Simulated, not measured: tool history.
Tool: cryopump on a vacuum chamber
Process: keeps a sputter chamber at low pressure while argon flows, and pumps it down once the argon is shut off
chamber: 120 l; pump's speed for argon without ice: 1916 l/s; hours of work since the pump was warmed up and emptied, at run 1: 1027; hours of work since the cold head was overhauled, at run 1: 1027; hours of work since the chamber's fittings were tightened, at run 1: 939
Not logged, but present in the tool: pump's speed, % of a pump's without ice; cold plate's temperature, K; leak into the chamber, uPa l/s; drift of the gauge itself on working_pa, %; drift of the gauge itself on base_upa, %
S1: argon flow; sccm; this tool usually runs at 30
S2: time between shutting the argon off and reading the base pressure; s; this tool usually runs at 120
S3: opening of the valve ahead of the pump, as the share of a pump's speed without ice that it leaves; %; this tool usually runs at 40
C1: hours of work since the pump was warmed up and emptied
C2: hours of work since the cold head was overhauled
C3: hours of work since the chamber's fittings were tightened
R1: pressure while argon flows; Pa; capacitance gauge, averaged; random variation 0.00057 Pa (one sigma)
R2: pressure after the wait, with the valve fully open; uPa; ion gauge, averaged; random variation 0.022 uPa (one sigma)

run 1 hour=0.0 | S1=30 S2=120 S3=40 | C1=1027 C2=1027 C3=939 | R1=0.0766 R2=0.88
run 2 hour=39.6 | S1=30 S2=120 S3=40 | C1=1058 C2=1058 C3=970 | R1=0.0776 R2=0.98
run 3 hour=87.7 | S1=30 S2=120 S3=40 | C1=1097 C2=1097 C3=1009 | R1=0.0762 R2=0.99
run 4 hour=117.6 | S1=30 S2=120 S3=40 | C1=1121 C2=1121 C3=1033 | R1=0.0769 R2=1.05
-- hour=155.0 pump warmed up, emptied and cooled again
run 5 hour=174.2 | S1=30 S2=120 S3=40 | C1=15 C2=1163 C3=1075 | R1=0.0661 R2=0.86
-- hour=222.4 leaking fittings of the chamber tightened, without venting
run 6 hour=229.0 | S1=30 S2=120 S3=40 | C1=58 C2=1205 C3=5 | R1=0.0676 R2=0.70
run 7 hour=257.9 | S1=30 S2=161 S3=40 | C1=81 C2=1229 C3=29 | R1=0.0667 R2=0.56
run 8 hour=292.3 | S1=30 S2=161 S3=40 | C1=109 C2=1256 C3=56 | R1=0.0672 R2=0.53
run 9 hour=334.6 | S1=22 S2=120 S3=40 | C1=143 C2=1290 C3=90 | R1=0.0485 R2=0.66
run 10 hour=370.7 | S1=22 S2=120 S3=40 | C1=172 C2=1320 C3=119 | R1=0.0496 R2=0.69
run 11 hour=417.4 | S1=22 S2=120 S3=40 | C1=210 C2=1357 C3=157 | R1=0.0495 R2=0.68
run 12 hour=451.4 | S1=22 S2=120 S3=40 | C1=237 C2=1385 C3=185 | R1=0.0501 R2=0.70
run 13 hour=500.9 | S1=22 S2=25 S3=40 | C1=277 C2=1424 C3=224 | R1=0.0500 R2=2.52
run 14 hour=530.8 | S1=30 S2=120 S3=40 | C1=301 C2=1449 C3=248 | R1=0.0692 R2=0.76
run 15 hour=583.4 | S1=30 S2=120 S3=40 | C1=343 C2=1491 C3=291 | R1=0.0687 R2=0.73
run 16 hour=634.7 | S1=30 S2=120 S3=40 | C1=385 C2=1532 C3=332 | R1=0.0696 R2=0.74
run 17 hour=667.1 | S1=30 S2=120 S3=40 | C1=411 C2=1558 C3=358 | R1=0.0702 R2=0.80
run 18 hour=716.4 | S1=30 S2=34 S3=24 | C1=451 C2=1598 C3=398 | R1=0.1150 R2=1.92
run 19 hour=770.7 | S1=29 S2=57 S3=27 | C1=494 C2=1642 C3=442 | R1=0.0996 R2=1.26
run 20 hour=816.3 | S1=23 S2=76 S3=16 | C1=531 C2=1679 C3=478 | R1=0.1293 R2=1.08
run 21 hour=848.9 | S1=23 S2=76 S3=16 | C1=557 C2=1705 C3=505 | R1=0.1312 R2=1.07
run 22 hour=893.3 | S1=23 S2=35 S3=17 | C1=593 C2=1741 C3=541 | R1=0.1221 R2=2.05
run 23 hour=929.0 | S1=36 S2=53 S3=40 | C1=622 C2=1769 C3=569 | R1=0.0864 R2=1.39
run 24 hour=958.1 | S1=19 S2=53 S3=36 | C1=645 C2=1793 C3=593 | R1=0.0493 R2=1.38
run 25 hour=985.6 | S1=19 S2=53 S3=36 | C1=668 C2=1815 C3=615 | R1=0.0502 R2=1.46
run 26 hour=1009.7 | S1=19 S2=53 S3=36 | C1=687 C2=1834 C3=634 | R1=0.0508 R2=1.49
run 27 hour=1057.6 | S1=30 S2=120 S3=15 | C1=725 C2=1873 C3=673 | R1=0.1840 R2=0.84
run 28 hour=1088.6 | S1=30 S2=120 S3=15 | C1=750 C2=1898 C3=698 | R1=0.1839 R2=0.86
run 29 hour=1124.8 | S1=30 S2=120 S3=15 | C1=780 C2=1927 C3=727 | R1=0.1826 R2=0.86
run 30 hour=1176.9 | S1=15 S2=20 S3=18 | C1=822 C2=1969 C3=769 | R1=0.0775 R2=3.26
run 31 hour=1221.4 | S1=30 S2=120 S3=27 | C1=857 C2=2005 C3=805 | R1=0.1055 R2=0.90
run 32 hour=1250.0 | S1=16 S2=129 S3=37 | C1=880 C2=2028 C3=828 | R1=0.0418 R2=0.90
run 33 hour=1292.4 | S1=16 S2=129 S3=37 | C1=915 C2=2062 C3=862 | R1=0.0427 R2=0.90
run 34 hour=1316.7 | S1=20 S2=190 S3=47 | C1=934 C2=2082 C3=882 | R1=0.0435 R2=0.77

Run by run, hidden condition taken away, random variation retained:
run=1 R1=0.0668 R2=0.57
run=2 R1=0.0673 R2=0.64
run=3 R1=0.0656 R2=0.63
run=4 R1=0.0659 R2=0.68
run=5 R1=0.0657 R2=0.63
run=6 R1=0.0669 R2=0.69
run=7 R1=0.0658 R2=0.54
run=8 R1=0.0661 R2=0.50
run=9 R1=0.0475 R2=0.62
run=10 R1=0.0485 R2=0.65
run=11 R1=0.0482 R2=0.63
run=12 R1=0.0487 R2=0.63
run=13 R1=0.0483 R2=2.44
run=14 R1=0.0667 R2=0.67
run=15 R1=0.0658 R2=0.64
run=16 R1=0.0664 R2=0.64
run=17 R1=0.0667 R2=0.68
run=18 R1=0.1113 R2=1.80
run=19 R1=0.0956 R2=1.12
run=20 R1=0.1259 R2=0.92
run=21 R1=0.1276 R2=0.91
run=22 R1=0.1183 R2=1.87
run=23 R1=0.0799 R2=1.21
run=24 R1=0.0458 R2=1.19
run=25 R1=0.0465 R2=1.26
run=26 R1=0.0470 R2=1.28
run=27 R1=0.1775 R2=0.62
run=28 R1=0.1772 R2=0.63
run=29 R1=0.1756 R2=0.62
run=30 R1=0.0737 R2=3.00
run=31 R1=0.0976 R2=0.63
run=32 R1=0.0375 R2=0.62
run=33 R1=0.0381 R2=0.60
run=34 R1=0.0376 R2=0.46

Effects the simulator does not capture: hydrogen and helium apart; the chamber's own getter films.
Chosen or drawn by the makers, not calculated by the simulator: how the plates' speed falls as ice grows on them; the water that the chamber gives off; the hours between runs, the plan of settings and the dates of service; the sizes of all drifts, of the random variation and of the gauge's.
